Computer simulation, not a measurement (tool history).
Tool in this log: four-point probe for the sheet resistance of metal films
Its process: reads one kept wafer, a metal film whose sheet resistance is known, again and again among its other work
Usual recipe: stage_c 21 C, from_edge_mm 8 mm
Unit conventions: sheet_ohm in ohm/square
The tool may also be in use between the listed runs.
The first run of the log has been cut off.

{"run": 2, "hour": 22.4, "stage_c": 21, "from_edge_mm": 8, "sheet_ohm": 3.866348}
{"run": 3, "hour": 44.2, "stage_c": 21, "from_edge_mm": 8, "sheet_ohm": 3.866348}
{"run": 4, "hour": 83.9, "stage_c": 21, "from_edge_mm": 8, "sheet_ohm": 3.866182}
{"run": 5, "hour": 121.4, "stage_c": 21, "from_edge_mm": 8, "sheet_ohm": 3.865054}
{"run": 6, "hour": 143.7, "stage_c": 21, "from_edge_mm": 8, "sheet_ohm": 3.864814}
{"run": 7, "hour": 172.3, "stage_c": 21, "from_edge_mm": 8, "sheet_ohm": 3.865714}
{"run": 8, "hour": 192.8, "stage_c": 19, "from_edge_mm": 8, "sheet_ohm": 3.858121}
{"hour": 209.9, "done": "stage's thermometer calibrated"}
{"run": 9, "hour": 237.9, "stage_c": 19, "from_edge_mm": 8, "sheet_ohm": 3.861488}
{"run": 10, "hour": 277.2, "stage_c": 21, "from_edge_mm": 61, "sheet_ohm": 3.858663}
{"run": 11, "hour": 304.6, "stage_c": 21, "from_edge_mm": 61, "sheet_ohm": 3.857734}
{"run": 12, "hour": 323.1, "stage_c": 21, "from_edge_mm": 61, "sheet_ohm": 3.858546}
{"run": 13, "hour": 343.7, "stage_c": 21, "from_edge_mm": 8, "sheet_ohm": 3.866201}
{"run": 14, "hour": 388.1, "stage_c": 21, "from_edge_mm": 7, "sheet_ohm": 3.868243}
{"run": 15, "hour": 430.1, "stage_c": 21, "from_edge_mm": 8, "sheet_ohm": 3.865907}
{"run": 16, "hour": 471.1, "stage_c": 21, "from_edge_mm": 8, "sheet_ohm": 3.865553}
{"run": 17, "hour": 490.0, "stage_c": 21, "from_edge_mm": 8, "sheet_ohm": 3.864401}
{"run": 18, "hour": 516.0, "stage_c": 20, "from_edge_mm": 8, "sheet_ohm": 3.862455}
{"run": 19, "hour": 555.9, "stage_c": 20, "from_edge_mm": 8, "sheet_ohm": 3.861533}
{"run": 20, "hour": 592.9, "stage_c": 20, "from_edge_mm": 8, "sheet_ohm": 3.860228}
{"run": 21, "hour": 637.8, "stage_c": 20, "from_edge_mm": 8, "sheet_ohm": 3.8615}
{"run": 22, "hour": 667.2, "stage_c": 20, "from_edge_mm": 8, "sheet_ohm": 3.862012}

Run 23, settings as shown, results not yet in. Your forecast:
{"run": 23, "hour": 710.7, "stage_c": 19, "from_edge_mm": 27, "sheet_ohm": "?"}

sheet_ohm: 3.849945 ohm/square
With no hidden state in the tool, this same run would have given sheet_ohm 3.882617 ohm/square.

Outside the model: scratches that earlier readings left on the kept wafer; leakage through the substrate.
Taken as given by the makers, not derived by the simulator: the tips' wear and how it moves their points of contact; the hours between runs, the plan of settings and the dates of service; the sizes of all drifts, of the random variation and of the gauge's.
